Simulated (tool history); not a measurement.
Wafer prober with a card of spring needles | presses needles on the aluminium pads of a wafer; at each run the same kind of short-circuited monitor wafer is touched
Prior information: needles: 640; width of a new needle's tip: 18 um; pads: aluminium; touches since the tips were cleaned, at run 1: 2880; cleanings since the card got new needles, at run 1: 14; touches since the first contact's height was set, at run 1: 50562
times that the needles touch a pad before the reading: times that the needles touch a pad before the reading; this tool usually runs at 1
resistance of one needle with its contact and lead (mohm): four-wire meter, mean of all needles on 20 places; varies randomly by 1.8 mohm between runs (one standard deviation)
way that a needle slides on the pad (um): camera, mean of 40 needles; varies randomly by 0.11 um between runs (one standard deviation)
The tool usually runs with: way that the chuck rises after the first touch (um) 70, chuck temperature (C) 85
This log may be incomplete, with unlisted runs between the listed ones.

run   hour  way that the chuck rises after the first touch (um)  chuck temperature (C)  times that the needles touch a pad before the reading  touches since the tips were cleaned  cleanings since the card got new needles  touches since the first contact's height was set  resistance of one needle with its contact and lead (mohm)  way that a needle slides on the pad (um)
  1    0.0                                                   70                     85                                                      1                                 2880                                        14                                             50562                                                        216                                     17.08
       1.5  -- tips cleaned on abrasive film
       7.0  -- tips cleaned on abrasive film
      12.5  -- tips cleaned on abrasive film
      19.4  -- tips cleaned on abrasive film
      26.3  -- tips cleaned on abrasive film
      31.8  -- tips cleaned on abrasive film
      38.7  -- tips cleaned on abrasive film
      44.2  -- tips cleaned on abrasive film
      51.1  -- tips cleaned on abrasive film
  2   55.0                                                   70                    117                                                      1                                 2212                                        23                                             81021                                                        216                                     16.76
      57.8  -- tips cleaned on abrasive film
      63.3  -- tips cleaned on abrasive film
      70.2  -- tips cleaned on abrasive film
      75.7  -- tips cleaned on abrasive film
      81.2  -- tips cleaned on abrasive film
      86.8  -- tips cleaned on abrasive film
  3   87.5                                                   70                    117                                                      1                                  403                                        29                                             98984                                                        203                                     16.82
      93.0  -- tips cleaned on abrasive film
      98.5  -- tips cleaned on abrasive film
     105.4  -- tips cleaned on abrasive film
     110.9  -- tips cleaned on abrasive film
     117.8  -- tips cleaned on abrasive film
     124.7  -- tips cleaned on abrasive film
     130.2  -- tips cleaned on abrasive film
     135.9  -- tips cleaned on abrasive film
  4  135.9                                                   70                     85                                                      3                                    0                                        37                                            125827                                                        187                                     16.77
     141.5  -- tips cleaned on abrasive film
     148.3  -- tips cleaned on abrasive film
     153.9  -- tips cleaned on abrasive film
     160.7  -- tips cleaned on abrasive film
     167.6  -- tips cleaned on abrasive film
     172.0  -- height of the first contact set anew
     174.8  -- tips cleaned on abrasive film
     181.7  -- tips cleaned on abrasive film
  5  186.2                                                   70                     85                                                      3                                 2539                                        44                                              7883                                                        202                                     15.46
     187.6  -- tips cleaned on abrasive film
     194.5  -- tips cleaned on abrasive film
     201.4  -- tips cleaned on abrasive film
     206.9  -- tips cleaned on abrasive film
     213.8  -- tips cleaned on abrasive film
  6  215.4                                                   70                     85                                                      3                                  909                                        49                                             24061                                                        193                                     15.57
     219.6  -- tips cleaned on abrasive film
     225.1  -- tips cleaned on abrasive film
     232.0  -- tips cleaned on abrasive film
     238.9  -- tips cleaned on abrasive film
     245.7  -- tips cleaned on abrasive film
  7  247.2                                                   77                     85                                                      3                                  819                                        54                                             41679                                                        192                                     16.91
     251.4  -- tips cleaned on abrasive film
     258.2  -- tips cleaned on abrasive film
     265.1  -- tips cleaned on abrasive film
     272.0  -- tips cleaned on abrasive film
     278.6  -- tips cleaned on abrasive film
  8  278.6                                                   77                     85                                                      3                                    0                                        59                                             59058                                                        190                                     16.87
     285.4  -- tips cleaned on abrasive film
     292.3  -- tips cleaned on abrasive film
     299.2  -- tips cleaned on abrasive film
     306.1  -- tips cleaned on abrasive film
     313.0  -- tips cleaned on abrasive film
     319.8  -- tips cleaned on abrasive film
     326.7  -- tips cleaned on abrasive film
     332.2  -- tips cleaned on abrasive film
  9  335.9                                                   77                     85                                                      3                                 2055                                        67                                             90886                                                        198                                     16.71
     338.7  -- tips cleaned on abrasive film
     345.6  -- tips cleaned on abrasive film
     351.1  -- tips cleaned on abrasive film
     355.5  -- height of the first contact set anew, once more
     358.3  -- tips cleaned on abrasive film
     365.1  -- tips cleaned on abrasive film
     372.0  -- tips cleaned on abrasive film
     377.5  -- tips cleaned on abrasive film
 10  380.0                                                   51                     85                                                      3                                 1408                                        74                                             13623                                                        206                                     12.54
     384.2  -- tips cleaned on abrasive film
     389.7  -- tips cleaned on abrasive film
     396.6  -- tips cleaned on abrasive film
     402.1  -- tips cleaned on abrasive film
 11  404.1                                                   83                     85                                                      1                                 1128                                        78                                             26967                                                        200                                     20.31
     408.3  -- tips cleaned on abrasive film
     413.8  -- tips cleaned on abrasive film
     420.7  -- tips cleaned on abrasive film
     427.6  -- tips cleaned on abrasive film
     433.1  -- tips cleaned on abrasive film
     438.6  -- tips cleaned on abrasive film
     445.5  -- tips cleaned on abrasive film
     452.4  -- tips cleaned on abrasive film
     457.9  -- tips cleaned on abrasive film
 12  459.4                                                   70                     85                                                      1                                  854                                        87                                             57594                                                        202                                     17.22
     463.6  -- tips cleaned on abrasive film
     470.5  -- tips cleaned on abrasive film
     477.3  -- tips cleaned on abrasive film
     482.9  -- tips cleaned on abrasive film
     489.8  -- tips cleaned on abrasive film
 13  492.8                                                   89                     37                                                      2                                 1698                                        92                                             76087                                                        187                                     21.46
     495.6  -- tips cleaned on abrasive film
     501.1  -- tips cleaned on abrasive film
     508.0  -- tips cleaned on abrasive film
     514.9  -- tips cleaned on abrasive film
 14  518.3                                                   89                     36                                                      2                                 1964                                        96                                             90266                                                        191                                     21.54
     521.2  -- tips cleaned on abrasive film
     526.7  -- tips cleaned on abrasive film
     532.2  -- tips cleaned on abrasive film
     537.7  -- tips cleaned on abrasive film
     544.6  -- tips cleaned on abrasive film
     550.1  -- tips cleaned on abrasive film
     555.6  -- tips cleaned on abrasive film
 15  560.5                                                   89                     36                                                      1                                 2724                                       103                                            113604                                                        203                                     21.02
     561.9  -- tips cleaned on abrasive film
     568.8  -- tips cleaned on abrasive film
     574.3  -- tips cleaned on abrasive film
     579.9  -- tips cleaned on abrasive film
     585.4  -- tips cleaned on abrasive film
     592.3  -- tips cleaned on abrasive film
 16  595.1                                                   89                     36                                                      1                                 1575                                       109                                            132738                                                        196                                     21.19
     597.9  -- tips cleaned on abrasive film
     603.4  -- tips cleaned on abrasive film
     608.9  -- tips cleaned on abrasive film
     615.8  -- tips cleaned on abrasive film
     618.8  -- height of the first contact set anew
     623.0  -- tips cleaned on abrasive film
 17  623.0                                                   55                     40                                                      2                                   26                                       114                                              2317                                                        182                                     13.65
     628.6  -- tips cleaned on abrasive film
     635.4  -- tips cleaned on abrasive film
     642.3  -- tips cleaned on abrasive film
     647.8  -- tips cleaned on abrasive film
     653.4  -- tips cleaned on abrasive film
     658.9  -- tips cleaned on abrasive film
     665.8  -- tips cleaned on abrasive film
     671.3  -- tips cleaned on abrasive film
 18  673.7                                                   70                     85                                                      1                                 1368                                       122                                             30424                                                        211                                     17.35
     677.9  -- tips cleaned on abrasive film
     683.4  -- tips cleaned on abrasive film
     688.9  -- tips cleaned on abrasive film
     694.4  -- tips cleaned on abrasive film
     701.3  -- tips cleaned on abrasive film
 19  704.1                                                   70                     64                                                      1                                 1557                                       127                                             47250                                                        211                                     17.18
     706.9  -- tips cleaned on abrasive film
     712.4  -- tips cleaned on abrasive film
     717.9  -- tips cleaned on abrasive film
     724.8  -- tips cleaned on abrasive film
     730.3  -- tips cleaned on abrasive film
 20  731.4                                                   63                     41                                                      3                                  615                                       132                                             62363                                                        185                                     15.18
     737.0  -- tips cleaned on abrasive film
     743.8  -- tips cleaned on abrasive film
     750.7  -- tips cleaned on abrasive film
     756.2  -- tips cleaned on abrasive film
     761.8  -- tips cleaned on abrasive film
 21  761.8                                                   63                     41                                                      3                                    0                                       137                                             79203                                                        184                                     15.15

Hidden condition of the tool, last listed run before each entry between runs versus first listed run after:
Runs 1 to 2: tips cleaned on abrasive film (hour 1.5); tips cleaned on abrasive film (hour 7.0); tips cleaned on abrasive film (hour 12.5); tips cleaned on abrasive film (hour 19.4); tips cleaned on abrasive film (hour 26.3); tips cleaned on abrasive film (hour 31.8); tips cleaned on abrasive film (hour 38.7); tips cleaned on abrasive film (hour 44.2); tips cleaned on abrasive film (hour 51.1)
  debris on the tips, nm: 44.1 -> 35.5; way that the needles fall short of the set height, um: 1.27 -> 2.27; tips' diameter, um: 18.44 -> 18.8
  measured minus no-state result, resistance of one needle with its contact and lead (mohm): +31 -> +25; way that a needle slides on the pad (um): -0.32 -> -0.57
Runs 2 to 3: tips cleaned on abrasive film (hour 57.8); tips cleaned on abrasive film (hour 63.3); tips cleaned on abrasive film (hour 70.2); tips cleaned on abrasive film (hour 75.7); tips cleaned on abrasive film (hour 81.2); tips cleaned on abrasive film (hour 86.8)
  debris on the tips, nm: 35.5 -> 8.8; way that the needles fall short of the set height, um: 2.27 -> 2.84; tips' diameter, um: 18.8 -> 18.99
  measured minus no-state result, resistance of one needle with its contact and lead (mohm): +25 -> +7; way that a needle slides on the pad (um): -0.57 -> -0.71
Runs 3 to 4: tips cleaned on abrasive film (hour 93.0); tips cleaned on abrasive film (hour 98.5); tips cleaned on abrasive film (hour 105.4); tips cleaned on abrasive film (hour 110.9); tips cleaned on abrasive film (hour 117.8); tips cleaned on abrasive film (hour 124.7); tips cleaned on abrasive film (hour 130.2); tips cleaned on abrasive film (hour 135.9)
  debris on the tips, nm: 8.8 -> 2.6; way that the needles fall short of the set height, um: 2.84 -> 3.63; tips' diameter, um: 18.99 -> 19.27
  measured minus no-state result, resistance of one needle with its contact and lead (mohm): +7 -> +2; way that a needle slides on the pad (um): -0.71 -> -0.91
Runs 4 to 5: tips cleaned on abrasive film (hour 141.5); tips cleaned on abrasive film (hour 148.3); tips cleaned on abrasive film (hour 153.9); tips cleaned on abrasive film (hour 160.7); tips cleaned on abrasive film (hour 167.6); height of the first contact set anew (hour 172.0); tips cleaned on abrasive film (hour 174.8); tips cleaned on abrasive film (hour 181.7)
  debris on the tips, nm: 2.6 -> 41.5; way that the needles fall short of the set height, um: 3.63 -> 7.06; tips' diameter, um: 19.27 -> 19.52
  measured minus no-state result, resistance of one needle with its contact and lead (mohm): +2 -> +15; way that a needle slides on the pad (um): -0.91 -> -1.73
Runs 5 to 6: tips cleaned on abrasive film (hour 187.6); tips cleaned on abrasive film (hour 194.5); tips cleaned on abrasive film (hour 201.4); tips cleaned on abrasive film (hour 206.9); tips cleaned on abrasive film (hour 213.8)
  debris on the tips, nm: 41.5 -> 19.7; way that the needles fall short of the set height, um: 7.06 -> 7.56; tips' diameter, um: 19.52 -> 19.69
  measured minus no-state result, resistance of one needle with its contact and lead (mohm): +15 -> +9; way that a needle slides on the pad (um): -1.73 -> -1.89
Runs 6 to 7: tips cleaned on abrasive film (hour 219.6); tips cleaned on abrasive film (hour 225.1); tips cleaned on abrasive film (hour 232.0); tips cleaned on abrasive film (hour 238.9); tips cleaned on abrasive film (hour 245.7)
  debris on the tips, nm: 19.7 -> 18.9; way that the needles fall short of the set height, um: 7.56 -> 8.03; tips' diameter, um: 19.69 -> 19.86
  measured minus no-state result, resistance of one needle with its contact and lead (mohm): +9 -> +7; way that a needle slides on the pad (um): -1.89 -> -1.97
Runs 7 to 8: tips cleaned on abrasive film (hour 251.4); tips cleaned on abrasive film (hour 258.2); tips cleaned on abrasive film (hour 265.1); tips cleaned on abrasive film (hour 272.0); tips cleaned on abrasive film (hour 278.6)
  debris on the tips, nm: 18.9 -> 4.9; way that the needles fall short of the set height, um: 8.03 -> 8.51; tips' diameter, um: 19.86 -> 20.03
  measured minus no-state result, resistance of one needle with its contact and lead (mohm): +7 -> +3; way that a needle slides on the pad (um): -1.97 -> -2.10
Runs 8 to 9: tips cleaned on abrasive film (hour 285.4); tips cleaned on abrasive film (hour 292.3); tips cleaned on abrasive film (hour 299.2); tips cleaned on abrasive film (hour 306.1); tips cleaned on abrasive film (hour 313.0); tips cleaned on abrasive film (hour 319.8); tips cleaned on abrasive film (hour 326.7); tips cleaned on abrasive film (hour 332.2)
  debris on the tips, nm: 4.9 -> 30.4; way that the needles fall short of the set height, um: 8.51 -> 9.29; tips' diameter, um: 20.03 -> 20.3
  measured minus no-state result, resistance of one needle with its contact and lead (mohm): +3 -> +12; way that a needle slides on the pad (um): -2.10 -> -2.30
Runs 9 to 10: tips cleaned on abrasive film (hour 338.7); tips cleaned on abrasive film (hour 345.6); tips cleaned on abrasive film (hour 351.1); height of the first contact set anew, once more (hour 355.5); tips cleaned on abrasive film (hour 358.3); tips cleaned on abrasive film (hour 365.1); tips cleaned on abrasive film (hour 372.0); tips cleaned on abrasive film (hour 377.5)
  debris on the tips, nm: 30.4 -> 25.9; way that the needles fall short of the set height, um: 9.29 -> 0.47; tips' diameter, um: 20.3 -> 20.57
  measured minus no-state result, resistance of one needle with its contact and lead (mohm): +12 -> +15; way that a needle slides on the pad (um): -2.30 -> -0.12
Runs 10 to 11: tips cleaned on abrasive film (hour 384.2); tips cleaned on abrasive film (hour 389.7); tips cleaned on abrasive film (hour 396.6); tips cleaned on abrasive film (hour 402.1)
  debris on the tips, nm: 25.9 -> 22.8; way that the needles fall short of the set height, um: 0.47 -> 0.84; tips' diameter, um: 20.57 -> 20.7
  measured minus no-state result, resistance of one needle with its contact and lead (mohm): +15 -> +15; way that a needle slides on the pad (um): -0.12 -> -0.21
Runs 11 to 12: tips cleaned on abrasive film (hour 408.3); tips cleaned on abrasive film (hour 413.8); tips cleaned on abrasive film (hour 420.7); tips cleaned on abrasive film (hour 427.6); tips cleaned on abrasive film (hour 433.1); tips cleaned on abrasive film (hour 438.6); tips cleaned on abrasive film (hour 445.5); tips cleaned on abrasive film (hour 452.4); tips cleaned on abrasive film (hour 457.9)
  debris on the tips, nm: 22.8 -> 17.1; way that the needles fall short of the set height, um: 0.84 -> 1.65; tips' diameter, um: 20.7 -> 20.98
  measured minus no-state result, resistance of one needle with its contact and lead (mohm): +15 -> +16; way that a needle slides on the pad (um): -0.21 -> -0.41
Runs 12 to 13: tips cleaned on abrasive film (hour 463.6); tips cleaned on abrasive film (hour 470.5); tips cleaned on abrasive film (hour 477.3); tips cleaned on abrasive film (hour 482.9); tips cleaned on abrasive film (hour 489.8)
  debris on the tips, nm: 17.1 -> 28.9; way that the needles fall short of the set height, um: 1.65 -> 2.13; tips' diameter, um: 20.98 -> 21.15
  measured minus no-state result, resistance of one needle with its contact and lead (mohm): +16 -> +12; way that a needle slides on the pad (um): -0.41 -> -0.53
Runs 13 to 14: tips cleaned on abrasive film (hour 495.6); tips cleaned on abrasive film (hour 501.1); tips cleaned on abrasive film (hour 508.0); tips cleaned on abrasive film (hour 514.9)
  debris on the tips, nm: 28.9 -> 32.4; way that the needles fall short of the set height, um: 2.13 -> 2.53; tips' diameter, um: 21.15 -> 21.29
  measured minus no-state result, resistance of one needle with its contact and lead (mohm): +12 -> +14; way that a needle slides on the pad (um): -0.53 -> -0.63
Runs 14 to 15: tips cleaned on abrasive film (hour 521.2); tips cleaned on abrasive film (hour 526.7); tips cleaned on abrasive film (hour 532.2); tips cleaned on abrasive film (hour 537.7); tips cleaned on abrasive film (hour 544.6); tips cleaned on abrasive film (hour 550.1); tips cleaned on abrasive film (hour 555.6)
  debris on the tips, nm: 32.4 -> 42; way that the needles fall short of the set height, um: 2.53 -> 3.27; tips' diameter, um: 21.29 -> 21.55
  measured minus no-state result, resistance of one needle with its contact and lead (mohm): +14 -> +28; way that a needle slides on the pad (um): -0.63 -> -0.80
Runs 15 to 16: tips cleaned on abrasive film (hour 561.9); tips cleaned on abrasive film (hour 568.8); tips cleaned on abrasive film (hour 574.3); tips cleaned on abrasive film (hour 579.9); tips cleaned on abrasive film (hour 585.4); tips cleaned on abrasive film (hour 592.3)
  debris on the tips, nm: 42 -> 28.6; way that the needles fall short of the set height, um: 3.27 -> 3.81; tips' diameter, um: 21.55 -> 21.74
  measured minus no-state result, resistance of one needle with its contact and lead (mohm): +28 -> +21; way that a needle slides on the pad (um): -0.80 -> -0.95
Runs 16 to 17: tips cleaned on abrasive film (hour 597.9); tips cleaned on abrasive film (hour 603.4); tips cleaned on abrasive film (hour 608.9); tips cleaned on abrasive film (hour 615.8); height of the first contact set anew (hour 618.8); tips cleaned on abrasive film (hour 623.0)
  debris on the tips, nm: 28.6 -> 4.3; way that the needles fall short of the set height, um: 3.81 -> 0.08; tips' diameter, um: 21.74 -> 21.9
  measured minus no-state result, resistance of one needle with its contact and lead (mohm): +21 -> +6; way that a needle slides on the pad (um): -0.95 -> -0.02
Runs 17 to 18: tips cleaned on abrasive film (hour 628.6); tips cleaned on abrasive film (hour 635.4); tips cleaned on abrasive film (hour 642.3); tips cleaned on abrasive film (hour 647.8); tips cleaned on abrasive film (hour 653.4); tips cleaned on abrasive film (hour 658.9); tips cleaned on abrasive film (hour 665.8); tips cleaned on abrasive film (hour 671.3)
  debris on the tips, nm: 4.3 -> 26.3; way that the needles fall short of the set height, um: 0.08 -> 0.82; tips' diameter, um: 21.9 -> 22.16
  measured minus no-state result, resistance of one needle with its contact and lead (mohm): +6 -> +26; way that a needle slides on the pad (um): -0.02 -> -0.21
Runs 18 to 19: tips cleaned on abrasive film (hour 677.9); tips cleaned on abrasive film (hour 683.4); tips cleaned on abrasive film (hour 688.9); tips cleaned on abrasive film (hour 694.4); tips cleaned on abrasive film (hour 701.3)
  debris on the tips, nm: 26.3 -> 26.8; way that the needles fall short of the set height, um: 0.82 -> 1.34; tips' diameter, um: 22.16 -> 22.34
  measured minus no-state result, resistance of one needle with its contact and lead (mohm): +26 -> +29; way that a needle slides on the pad (um): -0.21 -> -0.34
Runs 19 to 20: tips cleaned on abrasive film (hour 706.9); tips cleaned on abrasive film (hour 712.4); tips cleaned on abrasive film (hour 717.9); tips cleaned on abrasive film (hour 724.8); tips cleaned on abrasive film (hour 730.3)
  debris on the tips, nm: 26.8 -> 11.4; way that the needles fall short of the set height, um: 1.34 -> 1.84; tips' diameter, um: 22.34 -> 22.51
  measured minus no-state result, resistance of one needle with its contact and lead (mohm): +29 -> +8; way that a needle slides on the pad (um): -0.34 -> -0.46
Runs 20 to 21: tips cleaned on abrasive film (hour 737.0); tips cleaned on abrasive film (hour 743.8); tips cleaned on abrasive film (hour 750.7); tips cleaned on abrasive film (hour 756.2); tips cleaned on abrasive film (hour 761.8)
  debris on the tips, nm: 11.4 -> 5.2; way that the needles fall short of the set height, um: 1.84 -> 2.34; tips' diameter, um: 22.51 -> 22.69
  measured minus no-state result, resistance of one needle with its contact and lead (mohm): +8 -> +5; way that a needle slides on the pad (um): -0.46 -> -0.58

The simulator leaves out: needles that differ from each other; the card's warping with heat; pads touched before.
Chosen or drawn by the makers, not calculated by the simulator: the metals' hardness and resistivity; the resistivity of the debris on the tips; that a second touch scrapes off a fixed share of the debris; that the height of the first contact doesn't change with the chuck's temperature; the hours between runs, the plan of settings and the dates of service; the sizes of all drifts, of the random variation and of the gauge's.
